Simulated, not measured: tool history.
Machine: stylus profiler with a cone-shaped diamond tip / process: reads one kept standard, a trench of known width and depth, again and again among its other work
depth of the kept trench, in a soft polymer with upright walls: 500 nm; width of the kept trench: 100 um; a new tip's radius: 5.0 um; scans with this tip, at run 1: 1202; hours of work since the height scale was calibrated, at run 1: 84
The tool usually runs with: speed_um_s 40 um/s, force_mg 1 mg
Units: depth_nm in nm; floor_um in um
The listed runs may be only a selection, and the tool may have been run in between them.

run    hour  speed_um_s  force_mg  scans with this tip  hours of work since the height scale was calibrated  depth_nm  floor_um
  1       0          40         1                 1202                                                   84    502.85     95.01
  2    69.6          40         1                 1771                                                  124    502.61     94.84
  3   140.7          40         1                 2352                                                  165    502.92     94.68
  4   230.3          40      0.55                 3083                                                  216    502.02     94.33
  5   281.8          40      0.88                 3504                                                  246     502.6     94.38
  6   369.2          40      0.88                 4218                                                  296    502.68     94.15
  7   442.9          40         1                 4820                                                  338    502.88      94.1
  8   533.1          40         1                 5557                                                  390    503.33     93.84
  9   617.8          40         1                 6249                                                  438    503.15     93.69
 10   709.2          40         1                 6996                                                  490    503.06     93.48
 11   750.5          40         1                 7333                                                  514    503.23     93.45
 12   832.4          40         1                 8001                                                  561    503.21     93.29
 13   908.7          40         1                 8625                                                  605    503.29     93.15
 14   963.7          40         1                 9074                                                  636    503.58     93.03
 15  1046.9          40         1                 9754                                                  684    503.33      92.9
 16  1110.3          40      0.82                10272                                                  720    503.33     92.81
 17  1156.1          55      1.49                10646                                                  746    504.39     92.73
 18    1204          48       0.8                11037                                                  774    503.28     92.56
 19  1301.9          53      1.49                11837                                                  830    504.12     92.49
 20  1355.2         123      1.49                12273                                                  860    504.51     91.77
 21  1436.3         143      0.63                12935                                                  907    502.87     90.96
 22    1511         109      1.94                13545                                                  950    505.49     91.78
 23  1582.6         109      1.94                14130                                                  991    505.28      91.7
 24  1662.4          40      0.41                14782                                                 1036     502.6     91.71
 25  1735.1          65      0.68                15376                                                 1078    503.23     91.51
 26  1809.4          21      0.38                15983                                                 1120    502.77      91.8
 27  1899.3          13      0.48                16717                                                 1172    503.26     91.85
 28    1943          40       0.7                17074                                                 1197    503.73     91.55
 29  2008.9          40       0.7                17612                                                 1235    503.52     91.46

Pick out some run-to-run changes in depth_nm. Of each, how much would a tool without hidden state show as well, from the settings, what came in and chance, and how much is left for the hidden state and any gauge scatter not in both results compared?
Unlogged tool condition in this case: radius of the tip, um; height scale over the true one, %; drift of the gauge itself on depth_nm, %; drift of the gauge itself on floor_um, %.
Run 3 -> 4: force_mg 1 -> 0.55. depth_nm -0.9 nm: hidden state +0.07, all else -0.97.
Run 8 -> 9: no setting touched and nothing written in the log between the runs. depth_nm -0.18 nm: hidden state +0.08, all else -0.26.
Run 21 -> 22: speed_um_s 143 -> 109, force_mg 0.63 -> 1.94. depth_nm +2.62 nm: hidden state +0.06, all else +2.56.
Run 23 -> 24: speed_um_s 109 -> 40, force_mg 1.94 -> 0.41. depth_nm -2.68 nm: hidden state +0.05, all else -2.73.
